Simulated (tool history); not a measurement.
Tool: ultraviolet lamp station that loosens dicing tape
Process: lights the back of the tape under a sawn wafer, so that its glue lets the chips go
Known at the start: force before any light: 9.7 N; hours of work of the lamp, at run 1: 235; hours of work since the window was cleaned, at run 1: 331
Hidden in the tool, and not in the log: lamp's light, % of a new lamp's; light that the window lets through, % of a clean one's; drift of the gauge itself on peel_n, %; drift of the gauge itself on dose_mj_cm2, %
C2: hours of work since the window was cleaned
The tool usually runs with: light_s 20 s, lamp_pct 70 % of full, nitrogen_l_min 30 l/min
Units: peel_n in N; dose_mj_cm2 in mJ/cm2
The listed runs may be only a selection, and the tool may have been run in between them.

{"run": 1, "hour": 0.0, "light_s": 20, "lamp_pct": 70, "nitrogen_l_min": 30, "hours of work of the lamp": 235, "C2": 331, "peel_n": 1.245, "dose_mj_cm2": 380}
{"run": 2, "hour": 14.0, "light_s": 20, "lamp_pct": 70, "nitrogen_l_min": 30, "hours of work of the lamp": 242, "C2": 338, "peel_n": 1.229, "dose_mj_cm2": 380}
{"run": 3, "hour": 21.0, "light_s": 20, "lamp_pct": 70, "nitrogen_l_min": 30, "hours of work of the lamp": 246, "C2": 341, "peel_n": 1.194, "dose_mj_cm2": 381}
{"run": 4, "hour": 29.4, "light_s": 20, "lamp_pct": 71, "nitrogen_l_min": 30, "hours of work of the lamp": 250, "C2": 346, "peel_n": 1.207, "dose_mj_cm2": 389}
{"run": 5, "hour": 40.9, "light_s": 20, "lamp_pct": 71, "nitrogen_l_min": 30, "hours of work of the lamp": 256, "C2": 351, "peel_n": 1.269, "dose_mj_cm2": 385}
{"run": 6, "hour": 53.1, "light_s": 20, "lamp_pct": 71, "nitrogen_l_min": 30, "hours of work of the lamp": 262, "C2": 357, "peel_n": 1.261, "dose_mj_cm2": 387}
{"run": 7, "hour": 62.4, "light_s": 20, "lamp_pct": 71, "nitrogen_l_min": 30, "hours of work of the lamp": 266, "C2": 362, "peel_n": 1.167, "dose_mj_cm2": 381}
{"hour": 64.0, "done": "window cleaned of glue's vapour"}
{"run": 8, "hour": 69.9, "light_s": 20, "lamp_pct": 65, "nitrogen_l_min": 15, "hours of work of the lamp": 270, "C2": 3, "peel_n": 1.827, "dose_mj_cm2": 347}
{"run": 9, "hour": 77.2, "light_s": 20, "lamp_pct": 65, "nitrogen_l_min": 15, "hours of work of the lamp": 274, "C2": 7, "peel_n": 1.889, "dose_mj_cm2": 347}
{"run": 10, "hour": 87.1, "light_s": 20, "lamp_pct": 65, "nitrogen_l_min": 15, "hours of work of the lamp": 279, "C2": 12, "peel_n": 1.87, "dose_mj_cm2": 349}
{"run": 11, "hour": 95.8, "light_s": 20, "lamp_pct": 70, "nitrogen_l_min": 44, "hours of work of the lamp": 283, "C2": 16, "peel_n": 1.119, "dose_mj_cm2": 372}
{"run": 12, "hour": 103.1, "light_s": 20, "lamp_pct": 70, "nitrogen_l_min": 44, "hours of work of the lamp": 287, "C2": 20, "peel_n": 1.09, "dose_mj_cm2": 377}
{"run": 13, "hour": 110.9, "light_s": 20, "lamp_pct": 66, "nitrogen_l_min": 15, "hours of work of the lamp": 290, "C2": 23, "peel_n": 1.81, "dose_mj_cm2": 351}

What does the tool deliver on the next run?
{"run": 14, "hour": 122.4, "light_s": 11, "lamp_pct": 71, "nitrogen_l_min": 15, "hours of work of the lamp": 296, "C2": 29, "peel_n": "?", "dose_mj_cm2": "?"}

Run 14 measured peel_n 3.524 N, dose_mj_cm2 208 mJ/cm2.
Without the tool's hidden state the same run would have given peel_n 3.100 N, dose_mj_cm2 235 mJ/cm2.
